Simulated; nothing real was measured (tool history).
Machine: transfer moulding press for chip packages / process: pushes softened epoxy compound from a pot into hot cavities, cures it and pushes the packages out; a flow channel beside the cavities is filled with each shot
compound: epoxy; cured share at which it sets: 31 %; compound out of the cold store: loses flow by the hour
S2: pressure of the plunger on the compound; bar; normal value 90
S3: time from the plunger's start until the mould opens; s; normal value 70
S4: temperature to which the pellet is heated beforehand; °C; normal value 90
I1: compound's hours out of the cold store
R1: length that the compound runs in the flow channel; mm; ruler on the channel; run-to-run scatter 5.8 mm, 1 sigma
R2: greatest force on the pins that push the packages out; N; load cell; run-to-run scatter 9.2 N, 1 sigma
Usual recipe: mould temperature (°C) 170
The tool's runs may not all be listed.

run 1 hour=0 | mould_temperature_(°C)=170 S2=90 S3=70 S4=90 | I1=46.8 | R1=647 R2=664
-- hour=8 cavities cleaned with cleaning compound and waxed
run 2 hour=18.4 | mould_temperature_(°C)=170 S2=90 S3=70 S4=90 | I1=21.2 | R1=734 R2=797
run 3 hour=30 | mould_temperature_(°C)=170 S2=90 S3=70 S4=90 | I1=24.6 | R1=714 R2=798
run 4 hour=45.7 | mould_temperature_(°C)=170 S2=90 S3=70 S4=91 | I1=16.1 | R1=743 R2=843
-- hour=54.2 cavities cleaned with cleaning compound and waxed
run 5 hour=63.8 | mould_temperature_(°C)=170 S2=90 S3=70 S4=91 | I1=38.6 | R1=665 R2=477
run 6 hour=80.4 | mould_temperature_(°C)=170 S2=90 S3=106 S4=90 | I1=32.3 | R1=676 R2=495
run 7 hour=96 | mould_temperature_(°C)=170 S2=90 S3=106 S4=90 | I1=25.1 | R1=700 R2=562
-- hour=101.7 cavities cleaned with cleaning compound and waxed
run 8 hour=113.5 | mould_temperature_(°C)=164 S2=91 S3=51 S4=94 | I1=15.5 | R1=770 R2=1609
-- hour=124.3 cavities cleaned with cleaning compound and waxed, once more
run 9 hour=132.4 | mould_temperature_(°C)=164 S2=91 S3=51 S4=94 | I1=13.1 | R1=759 R2=1506
run 10 hour=147.6 | mould_temperature_(°C)=164 S2=87.3 S3=86 S4=89 | I1=22.7 | R1=717 R2=573
run 11 hour=156 | mould_temperature_(°C)=164 S2=87.3 S3=86 S4=89 | I1=47.2 | R1=634 R2=585
-- hour=170.7 cavities cleaned with cleaning compound and waxed
run 12 hour=174.7 | mould_temperature_(°C)=164 S2=108.9 S3=100 S4=86 | I1=39.9 | R1=723 R2=388

Alternative continuations, all from the tool just after run 12; predict every row:
run A hour=192.6 | mould_temperature_(°C)=173 S2=108.9 S3=51 S4=98 | I1=25.9 | R1=? R2=?
run B hour=192.6 | mould_temperature_(°C)=164 S2=108.9 S3=63 S4=86 | I1=13.3 | R1=? R2=?
run C hour=192.6 | mould_temperature_(°C)=164 S2=108.9 S3=100 S4=82 | I1=24 | R1=? R2=?
run D hour=192.6 | mould_temperature_(°C)=169 S2=108.9 S3=88 S4=85 | I1=41.3 | R1=? R2=?
run E hour=192.6 | mould_temperature_(°C)=164 S2=78.8 S3=75 S4=86 | I1=38.9 | R1=? R2=?

run=A R1=751 R2=904
run=B R1=814 R2=1123
run=C R1=787 R2=515
run=D R1=716 R2=499
run=E R1=622 R2=683
Stripped of hidden state, with their random variation kept, the same runs would have yielded:
run=A R1=792 R2=644
run=B R1=859 R2=803
run=C R1=830 R2=370
run=D R1=755 R2=357
run=E R1=656 R2=489
